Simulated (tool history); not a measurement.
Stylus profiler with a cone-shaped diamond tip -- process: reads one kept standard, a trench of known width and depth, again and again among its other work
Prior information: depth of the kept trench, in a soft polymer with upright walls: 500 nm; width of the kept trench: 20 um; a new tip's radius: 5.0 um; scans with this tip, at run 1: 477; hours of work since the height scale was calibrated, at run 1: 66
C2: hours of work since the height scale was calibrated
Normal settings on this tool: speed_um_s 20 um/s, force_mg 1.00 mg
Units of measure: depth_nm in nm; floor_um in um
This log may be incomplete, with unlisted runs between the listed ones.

{"run": 1, "hour": 0.0, "speed_um_s": 20, "force_mg": 1.0, "scans with this tip": 477, "C2": 66, "depth_nm": 501.84, "floor_um": 15.42}
{"run": 2, "hour": 45.1, "speed_um_s": 20, "force_mg": 1.0, "scans with this tip": 673, "C2": 93, "depth_nm": 501.83, "floor_um": 15.49}
{"run": 3, "hour": 72.3, "speed_um_s": 20, "force_mg": 0.33, "scans with this tip": 791, "C2": 110, "depth_nm": 500.86, "floor_um": 15.35}
{"run": 4, "hour": 102.1, "speed_um_s": 20, "force_mg": 1.0, "scans with this tip": 921, "C2": 128, "depth_nm": 501.88, "floor_um": 15.37}
{"run": 5, "hour": 140.4, "speed_um_s": 20, "force_mg": 1.0, "scans with this tip": 1087, "C2": 151, "depth_nm": 501.75, "floor_um": 15.36}
{"run": 6, "hour": 178.6, "speed_um_s": 20, "force_mg": 1.0, "scans with this tip": 1253, "C2": 174, "depth_nm": 501.84, "floor_um": 15.36}
{"run": 7, "hour": 223.1, "speed_um_s": 20, "force_mg": 1.16, "scans with this tip": 1446, "C2": 200, "depth_nm": 502.03, "floor_um": 15.28}
{"run": 8, "hour": 254.6, "speed_um_s": 20, "force_mg": 1.16, "scans with this tip": 1583, "C2": 219, "depth_nm": 502.04, "floor_um": 15.29}
{"run": 9, "hour": 281.1, "speed_um_s": 5, "force_mg": 1.0, "scans with this tip": 1698, "C2": 235, "depth_nm": 502.09, "floor_um": 15.35}
{"run": 10, "hour": 323.6, "speed_um_s": 21, "force_mg": 1.0, "scans with this tip": 1883, "C2": 261, "depth_nm": 502.09, "floor_um": 15.23}
{"run": 11, "hour": 363.0, "speed_um_s": 18, "force_mg": 1.0, "scans with this tip": 2054, "C2": 285, "depth_nm": 502.02, "floor_um": 15.21}
{"run": 12, "hour": 409.6, "speed_um_s": 18, "force_mg": 1.0, "scans with this tip": 2256, "C2": 313, "depth_nm": 502.12, "floor_um": 15.22}
{"run": 13, "hour": 465.1, "speed_um_s": 18, "force_mg": 1.0, "scans with this tip": 2497, "C2": 346, "depth_nm": 502.1, "floor_um": 15.18}
{"hour": 470.2, "done": "height scale calibrated on a step standard"}
{"run": 14, "hour": 495.2, "speed_um_s": 14, "force_mg": 1.0, "scans with this tip": 2626, "C2": 15, "depth_nm": 502.4, "floor_um": 15.19}
{"run": 15, "hour": 536.7, "speed_um_s": 14, "force_mg": 1.0, "scans with this tip": 2806, "C2": 40, "depth_nm": 502.38, "floor_um": 15.15}
{"run": 16, "hour": 590.8, "speed_um_s": 14, "force_mg": 1.0, "scans with this tip": 3041, "C2": 73, "depth_nm": 502.5, "floor_um": 15.12}
{"run": 17, "hour": 643.8, "speed_um_s": 14, "force_mg": 1.0, "scans with this tip": 3271, "C2": 105, "depth_nm": 502.5, "floor_um": 15.09}
{"run": 18, "hour": 681.2, "speed_um_s": 30, "force_mg": 0.38, "scans with this tip": 3433, "C2": 127, "depth_nm": 501.69, "floor_um": 14.93}
{"run": 19, "hour": 728.3, "speed_um_s": 16, "force_mg": 2.17, "scans with this tip": 3638, "C2": 155, "depth_nm": 503.68, "floor_um": 15.05}
{"run": 20, "hour": 762.7, "speed_um_s": 16, "force_mg": 2.17, "scans with this tip": 3788, "C2": 176, "depth_nm": 503.84, "floor_um": 15.04}
{"run": 21, "hour": 791.7, "speed_um_s": 43, "force_mg": 0.4, "scans with this tip": 3914, "C2": 194, "depth_nm": 501.72, "floor_um": 14.85}
{"hour": 813.1, "done": "height scale calibrated on a step standard, once more"}
{"run": 22, "hour": 825.1, "speed_um_s": 52, "force_mg": 1.26, "scans with this tip": 4056, "C2": 7, "depth_nm": 501.93, "floor_um": 14.91}
{"run": 23, "hour": 869.6, "speed_um_s": 52, "force_mg": 1.26, "scans with this tip": 4250, "C2": 34, "depth_nm": 502.12, "floor_um": 14.89}
{"run": 24, "hour": 918.8, "speed_um_s": 21, "force_mg": 0.61, "scans with this tip": 4463, "C2": 64, "depth_nm": 501.31, "floor_um": 14.89}
{"run": 25, "hour": 949.1, "speed_um_s": 21, "force_mg": 0.94, "scans with this tip": 4595, "C2": 82, "depth_nm": 501.89, "floor_um": 14.87}
{"run": 26, "hour": 987.8, "speed_um_s": 64, "force_mg": 1.8, "scans with this tip": 4763, "C2": 105, "depth_nm": 502.7, "floor_um": 14.82}
{"run": 27, "hour": 1024.7, "speed_um_s": 64, "force_mg": 1.8, "scans with this tip": 4923, "C2": 127, "depth_nm": 502.72, "floor_um": 14.79}

Hidden state at the last listed run before each entry between runs and at the first one after, where it differs:
Between runs 13 and 14: height scale calibrated on a step standard (hour 470.2)
  radius of the tip, um: 5.92 -> 5.96; height scale over the true one, %: 0.075 -> 0.125
  measured less the result without the state, depth_nm: +0.38 -> +0.63 nm; floor_um: -0.40 -> -0.42 um
Between runs 21 and 22: height scale calibrated on a step standard, once more (hour 813.1)
  radius of the tip, um: 6.36 -> 6.41; height scale over the true one, %: 0.166 -> -0.004
  measured less the result without the state, depth_nm: +0.83 -> -0.02 nm; floor_um: -0.59 -> -0.61 um
